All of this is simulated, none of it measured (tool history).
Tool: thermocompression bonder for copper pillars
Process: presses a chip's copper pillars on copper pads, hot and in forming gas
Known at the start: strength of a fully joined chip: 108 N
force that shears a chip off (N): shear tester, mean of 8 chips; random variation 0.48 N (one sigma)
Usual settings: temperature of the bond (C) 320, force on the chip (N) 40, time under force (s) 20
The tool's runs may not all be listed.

run   hour  temperature of the bond (C)  force on the chip (N)  time under force (s)  force that shears a chip off (N)
  1    0.0                          320                     40                    20                              66.3
  2   21.0                          320                     40                    20                              65.6
  3   37.8                          320                     40                    20                              64.9
  4   59.4                          320                     40                    20                              65.3
  5   70.6                          320                     40                    20                              64.3
  6   92.0                          320                     29                    20                              47.8
  7  112.7                          320                     29                    20                              47.1
  8  124.4                          320                     40                    20                              63.9
  9  150.0                          320                     40                    20                              63.9
 10  164.3                          320                     40                    20                              63.3
 11  176.9                          320                     40                    20                              62.6
     193.8  -- forming gas filter changed
 12  197.5                          320                     40                    20                              66.8
 13  216.7                          320                     40                    20                              66.9
 14  236.4                          320                     40                    20                              65.6
     240.7  -- heater calibrated with a thermocouple chip
 15  254.3                          320                     40                    20                              66.2
 16  270.5                          320                     40                    20                              64.6
 17  285.5                          320                     42                    20                              67.6
 18  299.3                          320                     40                    14                              56.8
     311.2  -- heater calibrated with a thermocouple chip, once more
 19  318.6                          324                     40                    20                              70.3
 20  338.5                          324                     40                    20                              69.6
 21  360.7                          326                     38                    20                              67.2
 22  380.1                          326                     38                    20                              66.7
 23  394.8                          339                     40                    35                              85.8
 24  419.1                          339                     30                    35                              70.6
 25  431.3                          339                     31                    35                              73.3
 26  451.3                          339                     31                    35                              73.3
     470.5  -- forming gas filter changed
 27  470.6                          295                     37                    22                              52.9
 28  487.0                          327                     37                    54                              87.9
 29  504.8                          320                     42                    57                              92.0
 30  519.7                          320                     44                    20                              73.4
 31  537.7                          291                     47                    20                              60.6
 32  550.6                          349                     40                    48                              94.7
 33  563.0                          321                     40                    48                              85.4
 34  586.6                          316                     60                    32                              93.4
 35  602.4                          316                     60                    32                              93.6

5 ways to go on from here, each from the tool as it stands after run 35. What would each give?
  A  623.0                          348                     60                    19                                 ?
  B  623.0                          343                     60                    32                                 ?
  C  623.0                          309                     56                    32                                 ?
  D  623.0                          316                     60                    56                                 ?
  E  623.0                          320                     40                    25                                 ?

run  force that shears a chip off (N)
  A                              96.2
  B                              98.5
  C                              86.4
  D                              96.9
  E                              71.1
Without the tool's hidden state the same runs would have given:
run  force that shears a chip off (N)
  A                              98.9
  B                             101.6
  C                              88.4
  D                              99.8
  E                              72.3
